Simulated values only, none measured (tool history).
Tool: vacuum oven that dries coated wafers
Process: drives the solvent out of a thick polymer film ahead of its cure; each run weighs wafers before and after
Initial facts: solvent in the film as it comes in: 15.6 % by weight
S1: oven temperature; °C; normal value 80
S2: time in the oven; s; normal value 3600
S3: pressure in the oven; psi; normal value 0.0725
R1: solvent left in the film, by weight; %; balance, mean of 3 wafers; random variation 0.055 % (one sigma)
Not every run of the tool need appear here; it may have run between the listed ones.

| run | hour | S1 | S2 | S3 | R1 |
|---|---|---|---|---|---|
| 1 | 0 | 80 | 3600 | 0.0725 | 3.02 |
| 2 | 56.4 | 80 | 3600 | 0.068 | 3.03 |
|  | 68.3 | oven's thermocouples calibrated |
| 3 | 91 | 80 | 3600 | 0.0725 | 2.69 |
| 4 | 116 | 80 | 3600 | 0.0725 | 2.85 |
| 5 | 157.6 | 80 | 3600 | 0.0725 | 2.74 |
| 6 | 201.8 | 95 | 3600 | 0.0725 | 0.87 |
| 7 | 231.9 | 95 | 3600 | 0.0725 | 0.92 |
| 8 | 265.1 | 80 | 3600 | 0.0725 | 2.88 |
| 9 | 309.3 | 80 | 3600 | 0.0725 | 2.83 |
| 10 | 348.5 | 80 | 3600 | 0.0725 | 2.91 |
| 11 | 405.5 | 87 | 3600 | 0.0725 | 1.64 |
| 12 | 443.6 | 80 | 3600 | 0.2585 | 4.85 |
| 13 | 491.9 | 80 | 3600 | 0.1507 | 3.7 |
| 14 | 532.4 | 76 | 5160 | 0.274 | 5.32 |
| 15 | 561.8 | 84 | 4140 | 0.274 | 3.75 |
| 16 | 587.8 | 84 | 4140 | 0.274 | 3.82 |
| 17 | 637.4 | 77 | 2040 | 0.2631 | 7.47 |
| 18 | 669.1 | 68 | 4380 | 0.0687 | 5.45 |
| 19 | 695.3 | 68 | 4380 | 0.0687 | 5.35 |
| 20 | 750 | 81 | 3600 | 0.2402 | 4.49 |
| 21 | 778.3 | 78 | 2820 | 0.1401 | 5.15 |
| 22 | 827 | 78 | 3180 | 0.1401 | 4.71 |
| 23 | 870.2 | 84 | 1800 | 0.2342 | 5.64 |

Alternative continuations, all from the tool just after run 23; predict every row:
| A | 905.5 | 80 | 5040 | 0.0606 | ? |
| B | 905.5 | 81 | 2760 | 0.0622 | ? |
| C | 905.5 | 80 | 3600 | 0.0577 | ? |
| D | 905.5 | 82 | 3600 | 0.2225 | ? |
| E | 905.5 | 80 | 3120 | 0.2866 | ? |

| run | R1 |
|---|---|
| A | 2.11 |
| B | 3.62 |
| C | 2.88 |
| D | 3.96 |
| E | 5.68 |
With the hidden condition removed and each run's random variation left untouched, the same runs would have given:
| run | R1 |
|---|---|
| A | 1.22 |
| B | 2.81 |
| C | 2.01 |
| D | 3.12 |
| E | 4.81 |
